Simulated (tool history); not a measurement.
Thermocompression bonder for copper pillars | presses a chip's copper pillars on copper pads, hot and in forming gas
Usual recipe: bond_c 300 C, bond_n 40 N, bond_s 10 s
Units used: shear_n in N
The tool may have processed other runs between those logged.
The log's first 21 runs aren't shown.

| run | day | bond_c | bond_n | bond_s | shear_n |
|---|---|---|---|---|---|
| 22 | 50.825 | 320 | 56 | 10 | 127.3 |
| 23 | 53.733 | 320 | 56 | 10 | 124.9 |
|  | 54.592 | forming gas filter changed |
| 24 | 55.462 | 289 | 35 | 17 | 108.3 |
| 25 | 58.471 | 289 | 35 | 17 | 106.4 |
| 26 | 59.983 | 289 | 35 | 17 | 106.9 |
| 27 | 61.367 | 322 | 39 | 25 | 140.2 |
| 28 | 64.254 | 291 | 37 | 13 | 100.2 |
| 29 | 67.608 | 291 | 44 | 13 | 105.6 |
| 30 | 69.871 | 291 | 42 | 21 | 115.4 |
| 31 | 71.779 | 300 | 27 | 18 | 103.3 |
| 32 | 74.462 | 297 | 40 | 26 | 121.0 |
| 33 | 77.542 | 297 | 40 | 26 | 119.0 |
|  | 77.950 | forming gas filter changed |
| 34 | 79.421 | 297 | 40 | 26 | 125.4 |
| 35 | 81.367 | 275 | 35 | 13 | 81.1 |
| 36 | 83.546 | 275 | 35 | 12 | 78.2 |
| 37 | 86.371 | 297 | 46 | 12 | 106.4 |
| 38 | 87.779 | 287 | 42 | 7 | 79.4 |

Consider 4 possible next runs. They are alternatives, not a sequence: every one starts from the tool as it was left by run 38. What does each give?
| A | 90.429 | 308 | 40 | 12 | ? |
| B | 90.429 | 327 | 48 | 8 | ? |
| C | 90.429 | 325 | 58 | 8 | ? |
| D | 90.429 | 325 | 42 | 22 | ? |

| run | shear_n |
|---|---|
| A | 110.1 |
| B | 118.4 |
| C | 124.2 |
| D | 134.7 |
Stripped of hidden state, with their random variation kept, the same runs would have yielded:
| run | shear_n |
|---|---|
| A | 123.9 |
| B | 130.9 |
| C | 136.5 |
| D | 145.0 |

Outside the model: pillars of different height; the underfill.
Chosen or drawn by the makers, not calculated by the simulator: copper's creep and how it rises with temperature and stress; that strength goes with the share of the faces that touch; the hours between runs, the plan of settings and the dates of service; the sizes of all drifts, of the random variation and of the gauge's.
